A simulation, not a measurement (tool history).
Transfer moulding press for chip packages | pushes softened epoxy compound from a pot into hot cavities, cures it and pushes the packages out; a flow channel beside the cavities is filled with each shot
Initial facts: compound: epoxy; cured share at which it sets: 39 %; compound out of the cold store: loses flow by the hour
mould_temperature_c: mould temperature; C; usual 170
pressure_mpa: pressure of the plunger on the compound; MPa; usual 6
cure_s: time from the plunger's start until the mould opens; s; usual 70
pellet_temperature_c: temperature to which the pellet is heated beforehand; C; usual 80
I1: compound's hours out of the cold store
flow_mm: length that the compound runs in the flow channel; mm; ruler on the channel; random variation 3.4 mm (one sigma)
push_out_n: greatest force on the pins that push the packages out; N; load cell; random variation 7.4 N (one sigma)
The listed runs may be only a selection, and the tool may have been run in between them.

{"run": 1, "hour": 0.0, "mould_temperature_c": 170, "pressure_mpa": 6, "cure_s": 70, "pellet_temperature_c": 80, "I1": 27, "flow_mm": 828, "push_out_n": 645}
{"hour": 12.9, "done": "cavities cleaned with cleaning compound and waxed"}
{"run": 2, "hour": 14.0, "mould_temperature_c": 170, "pressure_mpa": 6, "cure_s": 70, "pellet_temperature_c": 80, "I1": 37.5, "flow_mm": 783, "push_out_n": 679}
{"run": 3, "hour": 25.0, "mould_temperature_c": 170, "pressure_mpa": 6, "cure_s": 70, "pellet_temperature_c": 80, "I1": 38.1, "flow_mm": 775, "push_out_n": 708}
{"run": 4, "hour": 37.9, "mould_temperature_c": 170, "pressure_mpa": 6, "cure_s": 70, "pellet_temperature_c": 80, "I1": 25.2, "flow_mm": 824, "push_out_n": 692}
{"run": 5, "hour": 59.8, "mould_temperature_c": 170, "pressure_mpa": 6, "cure_s": 70, "pellet_temperature_c": 80, "I1": 19.5, "flow_mm": 845, "push_out_n": 705}
{"run": 6, "hour": 71.5, "mould_temperature_c": 163, "pressure_mpa": 6, "cure_s": 70, "pellet_temperature_c": 80, "I1": 45.1, "flow_mm": 765, "push_out_n": 958}
{"hour": 75.6, "done": "cavities cleaned with cleaning compound and waxed"}
{"hour": 84.0, "done": "cavities cleaned with cleaning compound and waxed, once more"}
{"run": 7, "hour": 87.7, "mould_temperature_c": 163, "pressure_mpa": 6, "cure_s": 70, "pellet_temperature_c": 80, "I1": 40.2, "flow_mm": 778, "push_out_n": 503}
{"run": 8, "hour": 109.9, "mould_temperature_c": 170, "pressure_mpa": 5.17, "cure_s": 70, "pellet_temperature_c": 80, "I1": 19.4, "flow_mm": 780, "push_out_n": 544}
{"run": 9, "hour": 127.0, "mould_temperature_c": 170, "pressure_mpa": 6, "cure_s": 70, "pellet_temperature_c": 76, "I1": 27.6, "flow_mm": 807, "push_out_n": 631}
{"hour": 145.4, "done": "plunger's sealing rings changed"}
{"hour": 149.7, "done": "cavities cleaned with cleaning compound and waxed"}
{"run": 10, "hour": 149.7, "mould_temperature_c": 170, "pressure_mpa": 6, "cure_s": 70, "pellet_temperature_c": 76, "I1": 32.4, "flow_mm": 819, "push_out_n": 295}
{"run": 11, "hour": 171.0, "mould_temperature_c": 170, "pressure_mpa": 6, "cure_s": 91, "pellet_temperature_c": 80, "I1": 27.2, "flow_mm": 832, "push_out_n": 420}
{"run": 12, "hour": 180.8, "mould_temperature_c": 170, "pressure_mpa": 6, "cure_s": 70, "pellet_temperature_c": 80, "I1": 37.9, "flow_mm": 790, "push_out_n": 572}
{"run": 13, "hour": 196.7, "mould_temperature_c": 177, "pressure_mpa": 6, "cure_s": 70, "pellet_temperature_c": 80, "I1": 18.5, "flow_mm": 844, "push_out_n": 551}
{"hour": 212.1, "done": "cavities cleaned with cleaning compound and waxed"}
{"run": 14, "hour": 218.9, "mould_temperature_c": 170, "pressure_mpa": 5.8, "cure_s": 92, "pellet_temperature_c": 80, "I1": 43.4, "flow_mm": 751, "push_out_n": 312}
{"run": 15, "hour": 240.2, "mould_temperature_c": 173, "pressure_mpa": 6, "cure_s": 70, "pellet_temperature_c": 80, "I1": 24.9, "flow_mm": 825, "push_out_n": 517}
{"run": 16, "hour": 252.0, "mould_temperature_c": 173, "pressure_mpa": 5.65, "cure_s": 70, "pellet_temperature_c": 80, "I1": 25.7, "flow_mm": 800, "push_out_n": 538}
{"run": 17, "hour": 263.1, "mould_temperature_c": 171, "pressure_mpa": 5.89, "cure_s": 68, "pellet_temperature_c": 81, "I1": 15.8, "flow_mm": 864, "push_out_n": 613}
{"hour": 275.1, "done": "cavities cleaned with cleaning compound and waxed"}
{"run": 18, "hour": 281.9, "mould_temperature_c": 172, "pressure_mpa": 7.09, "cure_s": 70, "pellet_temperature_c": 86, "I1": 10.1, "flow_mm": 962, "push_out_n": 385}
{"run": 19, "hour": 298.9, "mould_temperature_c": 172, "pressure_mpa": 7.09, "cure_s": 70, "pellet_temperature_c": 86, "I1": 18.4, "flow_mm": 923, "push_out_n": 476}
{"run": 20, "hour": 316.8, "mould_temperature_c": 172, "pressure_mpa": 5.08, "cure_s": 70, "pellet_temperature_c": 82, "I1": 11.9, "flow_mm": 804, "push_out_n": 561}
{"hour": 337.3, "done": "mould's thermocouples calibrated"}
{"hour": 339.9, "done": "cavities cleaned with cleaning compound and waxed"}
{"run": 21, "hour": 341.6, "mould_temperature_c": 172, "pressure_mpa": 5.08, "cure_s": 70, "pellet_temperature_c": 82, "I1": 40.3, "flow_mm": 700, "push_out_n": 319}
{"run": 22, "hour": 351.2, "mould_temperature_c": 172, "pressure_mpa": 4.61, "cure_s": 70, "pellet_temperature_c": 76, "I1": 38.1, "flow_mm": 670, "push_out_n": 388}
{"run": 23, "hour": 370.6, "mould_temperature_c": 175, "pressure_mpa": 6, "cure_s": 70, "pellet_temperature_c": 80, "I1": 38.7, "flow_mm": 751, "push_out_n": 493}

Predict each of these 3 candidate next runs independently; none follows another, all start after run 23:
{"hour": 375.5, "done": "plunger's sealing rings changed"}
{"run": "A", "hour": 389.8, "mould_temperature_c": 173, "pressure_mpa": 4.93, "cure_s": 70, "pellet_temperature_c": 80, "I1": 8.6, "flow_mm": "?", "push_out_n": "?"}
{"hour": 375.5, "done": "plunger's sealing rings changed"}
{"run": "B", "hour": 389.8, "mould_temperature_c": 175, "pressure_mpa": 6, "cure_s": 70, "pellet_temperature_c": 80, "I1": 40.5, "flow_mm": "?", "push_out_n": "?"}
{"hour": 375.5, "done": "plunger's sealing rings changed"}
{"run": "C", "hour": 389.8, "mould_temperature_c": 175, "pressure_mpa": 6, "cure_s": 76, "pellet_temperature_c": 80, "I1": 44.3, "flow_mm": "?", "push_out_n": "?"}

run=A flow_mm=825 push_out_n=591
run=B flow_mm=773 push_out_n=550
run=C flow_mm=760 push_out_n=508
Take away the tool's hidden state, keep each run's random variation, and the runs would have read:
run=A flow_mm=828 push_out_n=296
run=B flow_mm=777 push_out_n=269
run=C flow_mm=763 push_out_n=251
